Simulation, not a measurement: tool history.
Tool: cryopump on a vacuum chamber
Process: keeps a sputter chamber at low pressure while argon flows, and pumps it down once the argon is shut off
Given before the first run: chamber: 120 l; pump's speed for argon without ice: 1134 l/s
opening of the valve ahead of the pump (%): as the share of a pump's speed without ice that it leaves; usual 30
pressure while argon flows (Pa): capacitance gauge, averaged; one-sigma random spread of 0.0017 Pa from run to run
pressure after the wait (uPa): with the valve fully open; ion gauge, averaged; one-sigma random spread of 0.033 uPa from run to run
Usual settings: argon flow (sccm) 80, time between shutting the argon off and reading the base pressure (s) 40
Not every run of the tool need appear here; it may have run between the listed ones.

run,hour,argon flow (sccm),time between shutting the argon off and reading the base pressure (s),opening of the valve ahead of the pump (%),pressure while argon flows (Pa),pressure after the wait (uPa)
1,0.0,80,40,30,0.3995,4.00
2,12.6,80,40,56,0.2152,3.97
3,20.5,46,40,56,0.1245,3.95
4,34.6,80,40,30,0.3994,3.87
5,41.6,80,40,30,0.3975,4.03
6,55.7,80,40,30,0.4023,4.12
7,67.6,80,40,30,0.4031,4.08
8,82.7,80,40,30,0.4009,4.15
9,92.4,80,40,53,0.2286,4.11
10,107.4,80,40,28,0.4313,4.03
11,122.8,80,40,28,0.4301,4.09
12,134.4,80,40,30,0.4021,4.17
13,141.8,80,40,31,0.3885,4.07
14,152.4,80,196,27,0.4453,2.90
15,160.0,33,73,30,0.1670,3.50
16,167.2,33,73,30,0.1662,3.47
17,178.6,152,40,30,0.7644,4.09
18,191.2,152,40,30,0.7683,4.23
19,199.2,121,40,16,1.1299,4.21
20,213.4,148,52,30,0.7514,3.85
21,219.9,136,117,34,0.6053,3.19
22,230.4,136,117,34,0.6068,3.27
23,238.9,136,117,34,0.6105,3.25
24,248.5,136,117,34,0.6099,3.11
25,256.1,35,56,50,0.1072,3.86

A few steps of pressure while argon flows (Pa) between consecutive runs. Split each: what settings, incoming material and random variation would produce without the hidden state, and what is left over for the hidden state, along with gauge scatter present in only one of the two compared results (measured, and without hidden state):
What the log doesn't record here: pump's speed, % of a pump's without ice; cold plate's temperature, K; leak into the chamber, uPa l/s; drift of the gauge itself on working_pa, %; drift of the gauge itself on base_upa, %.
Run 16 -> 17: argon flow (sccm) 33 -> 152, time between shutting the argon off and reading the base pressure (s) 73 -> 40. pressure while argon flows (Pa) +0.5982: hidden state +0.0092, all else +0.5890.
Run 24 -> 25: argon flow (sccm) 136 -> 35, time between shutting the argon off and reading the base pressure (s) 117 -> 56, opening of the valve ahead of the pump (%) 34 -> 50. pressure while argon flows (Pa) -0.5027: hidden state -0.0101, all else -0.4926.

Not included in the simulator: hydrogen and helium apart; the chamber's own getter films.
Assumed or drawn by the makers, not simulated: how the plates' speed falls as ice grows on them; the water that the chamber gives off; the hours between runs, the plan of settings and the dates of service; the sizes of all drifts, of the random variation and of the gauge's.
